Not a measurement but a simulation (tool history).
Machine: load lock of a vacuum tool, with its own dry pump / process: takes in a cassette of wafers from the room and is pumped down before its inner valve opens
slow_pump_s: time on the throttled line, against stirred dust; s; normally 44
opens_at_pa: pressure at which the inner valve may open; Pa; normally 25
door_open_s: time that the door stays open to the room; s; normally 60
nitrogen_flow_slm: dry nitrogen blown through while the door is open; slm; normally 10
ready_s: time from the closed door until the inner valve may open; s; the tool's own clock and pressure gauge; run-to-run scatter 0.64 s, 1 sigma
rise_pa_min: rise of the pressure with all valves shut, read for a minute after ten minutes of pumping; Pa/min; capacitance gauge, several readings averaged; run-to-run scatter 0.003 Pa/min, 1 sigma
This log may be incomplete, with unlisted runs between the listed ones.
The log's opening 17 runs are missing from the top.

| run | hour | slow_pump_s | opens_at_pa | door_open_s | nitrogen_flow_slm | incoming humidity of the room's air, % | ready_s | rise_pa_min |
|---|---|---|---|---|---|---|---|---|
| 18 | 1770 | 47 | 25 | 60 | 10 | 45 | 98.6 | 0.038 |
| 19 | 1833 | 47 | 25 | 60 | 10 | 44.7 | 98.3 | 0.03 |
| 20 | 1943.4 | 47 | 25 | 60 | 10 | 45.9 | 98.8 | 0.037 |
| 21 | 2040.3 | 47 | 28 | 60 | 6 | 45.5 | 98.3 | 0.046 |
| 22 | 2147 | 47 | 28 | 60 | 6 | 47.1 | 98.7 | 0.045 |
| 23 | 2283.7 | 48 | 21 | 35 | 29 | 45.7 | 100.8 | 0.028 |
| 24 | 2408.4 | 30 | 20 | 89 | 9 | 44.1 | 87.4 | 0.039 |
| 25 | 2472.7 | 42 | 45 | 238 | 10 | 47.1 | 89.9 | 0.055 |
| 26 | 2534.4 | 37 | 26 | 39 | 23 | 41.6 | 91.4 | 0.026 |
| 27 | 2640.4 | 44 | 42 | 47 | 15 | 47.4 | 91.3 | 0.034 |
| 28 | 2764.9 | 44 | 42 | 47 | 15 | 43.5 | 92.1 | 0.04 |
| 29 | 2851.1 | 44 | 40 | 43 | 15 | 44.1 | 91.9 | 0.04 |
| 30 | 2968.7 | 44 | 40 | 43 | 15 | 43.6 | 92.2 | 0.044 |
| 31 | 3075.2 | 32 | 39 | 152 | 24 | 46.8 | 83.1 | 0.048 |
| 32 | 3174.5 | 38 | 37 | 41 | 29 | 45.6 | 89.7 | 0.041 |
| 33 | 3277.9 | 44 | 25 | 159 | 34 | 44.7 | 97.1 | 0.042 |
| 34 | 3387.9 | 44 | 25 | 159 | 34 | 48.3 | 96 | 0.049 |
| 35 | 3450.4 | 44 | 25 | 159 | 34 | 49.1 | 96.9 | 0.041 |
| 36 | 3560.4 | 85 | 25 | 84 | 11 | 44.6 | 128.8 | 0.05 |
| 37 | 3632.8 | 85 | 25 | 84 | 11 | 43.6 | 126.8 | 0.055 |
| 38 | 3706.6 | 85 | 25 | 84 | 4 | 47.5 | 128.9 | 0.06 |

Here are 3 independent what-if runs from the current tool condition. What would each one return?
| A | 3808 | 85 | 25 | 84 | 4 | 44.9 | ? | ? |
| B | 3808 | 85 | 20 | 230 | 8 | 45.9 | ? | ? |
| C | 3808 | 78 | 18 | 84 | 4 | 42.4 | ? | ? |

| run | ready_s | rise_pa_min |
|---|---|---|
| A | 127.9 | 0.064 |
| B | 130.1 | 0.069 |
| C | 125.3 | 0.062 |
Had the tool no hidden state, the same runs would have come out as:
| run | ready_s | rise_pa_min |
|---|---|---|
| A | 125.9 | 0.031 |
| B | 128.1 | 0.036 |
| C | 123.1 | 0.028 |
